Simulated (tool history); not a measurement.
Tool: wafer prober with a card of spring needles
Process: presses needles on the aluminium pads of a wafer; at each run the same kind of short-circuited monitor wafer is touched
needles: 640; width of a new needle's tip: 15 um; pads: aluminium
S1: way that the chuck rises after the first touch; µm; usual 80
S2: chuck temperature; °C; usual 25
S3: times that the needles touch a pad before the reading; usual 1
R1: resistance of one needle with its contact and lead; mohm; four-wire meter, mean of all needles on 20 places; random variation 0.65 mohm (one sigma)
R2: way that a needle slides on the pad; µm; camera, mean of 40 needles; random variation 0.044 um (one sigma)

Run 1, hour 0: usual settings. Result: R1 220.4 mohm, R2 10.57 µm.
At hour 2.4: tips cleaned on abrasive film.
At hour 7.8: tips cleaned on abrasive film.
Run 2, hour 10.6: usual settings but S1 61 µm. Result: R1 221.7 mohm, R2 7.95 µm.
At hour 13.7: tips cleaned on abrasive film.
At hour 19.4: tips cleaned on abrasive film.
At hour 24.9: tips cleaned on abrasive film.
Run 3, hour 26.1: usual settings but S1 61 µm. Result: R1 220.3 mohm, R2 7.97 µm.
At hour 30.3: tips cleaned on abrasive film.
Run 4, hour 33.5: usual settings but S2 102 °C. Result: R1 236.5 mohm, R2 10.6 µm.
At hour 35.8: tips cleaned on abrasive film.
At hour 41.1: tips cleaned on abrasive film.
Run 5, hour 41.1: usual settings but S2 28 °C. Result: R1 216.1 mohm, R2 10.62 µm.
At hour 46.6: tips cleaned on abrasive film.
Run 6, hour 50.1: usual settings but S2 28 °C. Result: R1 219.9 mohm, R2 10.6 µm.
At hour 52.5: tips cleaned on abrasive film.
At hour 58.5: tips cleaned on abrasive film.
Run 7, hour 61.2: usual settings but S2 28 °C. Result: R1 219.7 mohm, R2 10.56 µm.
At hour 64.5: tips cleaned on abrasive film.
At hour 70.1: tips cleaned on abrasive film.
Run 8, hour 72.9: usual settings but S1 60 µm. Result: R1 222.4 mohm, R2 7.81 µm.
At hour 75.7: tips cleaned on abrasive film.
At hour 81.1: tips cleaned on abrasive film.
Run 9, hour 82.7: usual settings but S1 60 µm. Result: R1 221.6 mohm, R2 7.76 µm.
At hour 86.6: tips cleaned on abrasive film.
Run 10, hour 90.3: usual settings but S1 60 µm. Result: R1 224.6 mohm, R2 7.71 µm.
At hour 92.3: tips cleaned on abrasive film.
At hour 98.1: tips cleaned on abrasive film.
At hour 103.6: tips cleaned on abrasive film.
Run 11, hour 106.2: usual settings but S1 60 µm. Result: R1 223 mohm, R2 7.65 µm.
At hour 108.7: tips cleaned on abrasive film.
At hour 113.9: tips cleaned on abrasive film.
Run 12, hour 116.7: usual settings but S1 60 µm. Result: R1 223.5 mohm, R2 7.65 µm.
At hour 119.1: tips cleaned on abrasive film.
At hour 124.8: tips cleaned on abrasive film.
Run 13, hour 124.9: usual settings but S1 60 µm. Result: R1 218.7 mohm, R2 7.68 µm.
At hour 130.5: tips cleaned on abrasive film.
Run 14, hour 134.5: usual settings but S1 60 µm. Result: R1 226.5 mohm, R2 7.7 µm.
At hour 135.6: tips cleaned on abrasive film.
At hour 140.8: tips cleaned on abrasive film.
At hour 146.1: tips cleaned on abrasive film.
Run 15, hour 147.9: usual settings but S1 60 µm. Result: R1 221.2 mohm, R2 7.7 µm.
At hour 151.6: tips cleaned on abrasive film.
At hour 157: tips cleaned on abrasive film.
Run 16, hour 158.2: usual settings but S2 84 °C, S3 3. Result: R1 230.1 mohm, R2 10.42 µm.
At hour 159.4: height of the first contact set anew.
At hour 162.6: tips cleaned on abrasive film.
At hour 168.4: tips cleaned on abrasive film.
Run 17, hour 168.7: usual settings but S2 49 °C, S3 2. Result: R1 221.5 mohm, R2 10.29 µm.
At hour 174.4: tips cleaned on abrasive film.
At hour 179.7: tips cleaned on abrasive film.
Run 18, hour 182.2: usual settings but S1 98 µm, S2 90 °C, S3 2. Result: R1 230.6 mohm, R2 12.73 µm.
At hour 185: tips cleaned on abrasive film.
At hour 190.8: tips cleaned on abrasive film.
At hour 193: height of the first contact set anew, once more.
At hour 197: tips cleaned on abrasive film.
Run 19, hour 197: usual settings but S1 60 µm, S2 67 °C, S3 3. Result: R1 229 mohm, R2 8.37 µm.
At hour 202.4: tips cleaned on abrasive film.
At hour 207.8: tips cleaned on abrasive film.
Run 20, hour 207.8: usual settings but S1 96 µm, S2 32 °C, S3 3. Result: R1 215.2 mohm, R2 13.41 µm.
At hour 213.8: tips cleaned on abrasive film.
Run 21, hour 216.9: usual settings but S1 88 µm, S2 34 °C. Result: R1 220.3 mohm, R2 12.27 µm.
At hour 219.2: tips cleaned on abrasive film.
At hour 225.1: tips cleaned on abrasive film.
At hour 230.6: tips cleaned on abrasive film.
Run 22, hour 231.1: usual settings but S1 88 µm, S2 29 °C. Result: R1 216.2 mohm, R2 12.17 µm.
At hour 236.8: tips cleaned on abrasive film.
At hour 242.2: tips cleaned on abrasive film.
Run 23, hour 242.6: usual settings but S1 66 µm, S2 61 °C, S3 2. Result: R1 226 mohm, R2 9.1 µm.
At hour 247.5: tips cleaned on abrasive film.
At hour 253.4: tips cleaned on abrasive film.
Run 24, hour 253.4: usual settings but S1 66 µm, S2 61 °C, S3 2. Result: R1 225.7 mohm, R2 9.09 µm.
At hour 259.4: tips cleaned on abrasive film.
At hour 265.7: tips cleaned on abrasive film.
Run 25, hour 267.6: usual settings but S1 69 µm, S2 35 °C, S3 3. Result: R1 220 mohm, R2 9.52 µm.
At hour 272: tips cleaned on abrasive film.
At hour 277.1: tips cleaned on abrasive film.
Run 26, hour 278.1: usual settings but S1 94 µm, S2 108 °C. Result: R1 233.9 mohm, R2 12.99 µm.
At hour 283.1: tips cleaned on abrasive film.
At hour 288.5: tips cleaned on abrasive film.
Run 27, hour 293: usual settings but S1 94 µm, S2 108 °C. Result: R1 236.3 mohm, R2 12.92 µm.
At hour 294.1: tips cleaned on abrasive film.
At hour 299.2: tips cleaned on abrasive film.
Run 28, hour 300.2: usual settings but S1 97 µm, S2 114 °C. Result: R1 236.2 mohm, R2 13.34 µm.
At hour 305: tips cleaned on abrasive film.
At hour 310.4: tips cleaned on abrasive film.
Run 29, hour 311.1: usual settings but S1 73 µm, S2 58 °C, S3 2. Result: R1 225.1 mohm, R2 9.94 µm.
At hour 316.2: tips cleaned on abrasive film.
At hour 321.9: tips cleaned on abrasive film.
Run 30, hour 323.4: usual settings but S2 30 °C. Result: R1 218.9 mohm, R2 10.94 µm.

The same runs without the tool's hidden state, with the same run-to-run variation:
The hidden state here: debris on the tips, nm; way that the needles fall short of the set height, um; tips' diameter, um; drift of the gauge itself on contact_mohm, %; drift of the gauge itself on scrub_um, %.
run     R1     R2
  1  216.4  11.06
  2  215.9   8.45
  3  216.7    8.5
  4  232.3  11.14
  5  215.2  11.17
  6  215.3  11.16
  7  215.9  11.13
  8  215.7   8.39
  9    217   8.35
 10  216.5   8.31
 11  216.4   8.27
 12  216.7   8.29
 13  216.4   8.33
 14  218.1   8.35
 15  216.2   8.37
 16  228.5   11.1
 17  220.1  11.15
 18  229.4   13.6
 19    228   8.38
 20  214.9  13.44
 21    217   12.3
 22    215  12.21
 23  224.7   9.16
 24  224.6   9.16
 25  218.1    9.6
 26  233.1  13.09
 27  233.4  13.02
 28  235.6  13.46
 29  223.3  10.08
 30  216.1  11.09
